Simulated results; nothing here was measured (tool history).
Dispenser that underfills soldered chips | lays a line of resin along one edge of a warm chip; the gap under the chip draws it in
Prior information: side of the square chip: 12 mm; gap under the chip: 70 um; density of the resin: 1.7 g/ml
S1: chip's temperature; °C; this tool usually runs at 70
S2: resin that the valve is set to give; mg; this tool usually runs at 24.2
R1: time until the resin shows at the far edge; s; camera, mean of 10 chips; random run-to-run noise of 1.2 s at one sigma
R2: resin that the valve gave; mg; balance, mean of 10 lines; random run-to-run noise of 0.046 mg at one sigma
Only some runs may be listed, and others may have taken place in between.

| run | day | S1 | S2 | R1 | R2 |
|---|---|---|---|---|---|
| 1 | 0.000 | 70 | 24.2 | 231.3 | 24.01 |
|  | 0.079 | new syringe of resin |
| 2 | 0.367 | 70 | 24.2 | 158.3 | 23.79 |
| 3 | 0.654 | 70 | 21.2 | 233.9 | 20.84 |
|  | 0.750 | new syringe of resin |
| 4 | 0.838 | 70 | 21.2 | 128.2 | 20.77 |
| 5 | 1.083 | 70 | 24.2 | 166.0 | 23.63 |
| 6 | 1.317 | 70 | 21.7 | 228.8 | 21.16 |
|  | 1.408 | new syringe of resin |
| 7 | 1.638 | 70 | 21.7 | 149.4 | 21.04 |
| 8 | 1.962 | 70 | 21.7 | 220.2 | 20.93 |
|  | 2.075 | new syringe of resin |
|  | 2.142 | dispensing valve cleaned and set on the balance |
| 9 | 2.225 | 70 | 21.7 | 126.9 | 21.80 |
| 10 | 2.567 | 70 | 24.5 | 187.3 | 24.48 |
| 11 | 2.733 | 70 | 24.7 | 232.2 | 24.58 |
|  | 2.779 | new syringe of resin |
| 12 | 2.988 | 70 | 24.7 | 139.1 | 24.55 |
| 13 | 3.262 | 80 | 24.2 | 124.6 | 23.91 |
|  | 3.446 | new syringe of resin |
| 14 | 3.571 | 70 | 24.2 | 121.7 | 23.83 |
| 15 | 3.812 | 70 | 24.2 | 171.5 | 23.76 |
|  | 4.125 | new syringe of resin |
| 16 | 4.125 | 70 | 24.2 | 108.7 | 23.57 |
| 17 | 4.421 | 70 | 24.2 | 155.8 | 23.46 |
|  | 4.538 | dispensing valve cleaned and set on the balance |
| 18 | 4.729 | 70 | 24.2 | 216.8 | 24.08 |
|  | 4.846 | new syringe of resin |
| 19 | 4.971 | 71 | 24.2 | 119.6 | 24.03 |
| 20 | 5.296 | 60 | 29.8 | 296.3 | 29.38 |
|  | 5.521 | new syringe of resin |
| 21 | 5.529 | 72 | 27.2 | 97.0 | 26.83 |
| 22 | 5.783 | 58 | 27.2 | 265.2 | 26.73 |
| 23 | 6.021 | 58 | 27.2 | 367.4 | 26.51 |
|  | 6.200 | new syringe of resin |
| 24 | 6.338 | 67 | 30.1 | 137.0 | 29.32 |
| 25 | 6.692 | 67 | 30.1 | 217.1 | 29.17 |
|  | 6.862 | new syringe of resin |
|  | 6.954 | dispensing valve cleaned and set on the balance |
| 26 | 6.983 | 68 | 26.0 | 126.0 | 26.05 |
| 27 | 7.312 | 76 | 28.8 | 128.3 | 28.74 |
|  | 7.583 | new syringe of resin |
| 28 | 7.679 | 83 | 21.8 | 67.9 | 21.63 |
| 29 | 7.979 | 62 | 20.8 | 274.8 | 20.58 |
|  | 8.262 | new syringe of resin |
| 30 | 8.312 | 58 | 29.2 | 199.1 | 28.62 |
| 31 | 8.625 | 57 | 25.9 | 309.2 | 25.32 |
| 32 | 8.808 | 57 | 25.9 | 386.1 | 25.40 |
|  | 8.921 | new syringe of resin |
| 33 | 9.025 | 75 | 24.2 | 94.5 | 23.56 |
|  | 9.358 | dispensing valve cleaned and set on the balance |
| 34 | 9.412 | 78 | 24.3 | 126.8 | 24.30 |
|  | 9.642 | new syringe of resin |
| 35 | 9.750 | 71 | 26.9 | 112.2 | 26.76 |

What if the next run were any one of these 4? Each begins from the tool's condition after run 35:
| A | 9.908 | 60 | 24.2 | ? | ? |
| B | 9.908 | 57 | 20.9 | ? | ? |
| C | 9.908 | 81 | 23.4 | ? | ? |
| D | 9.908 | 71 | 24.8 | ? | ? |

| run | R1 | R2 |
|---|---|---|
| A | 235.0 | 24.05 |
| B | 289.7 | 20.71 |
| C | 88.4 | 23.21 |
| D | 134.8 | 24.57 |
Without the tool's unlogged condition, the same runs would have read:
| run | R1 | R2 |
|---|---|---|
| A | 184.9 | 24.26 |
| B | 228.2 | 20.89 |
| C | 68.8 | 23.41 |
| D | 105.3 | 24.78 |
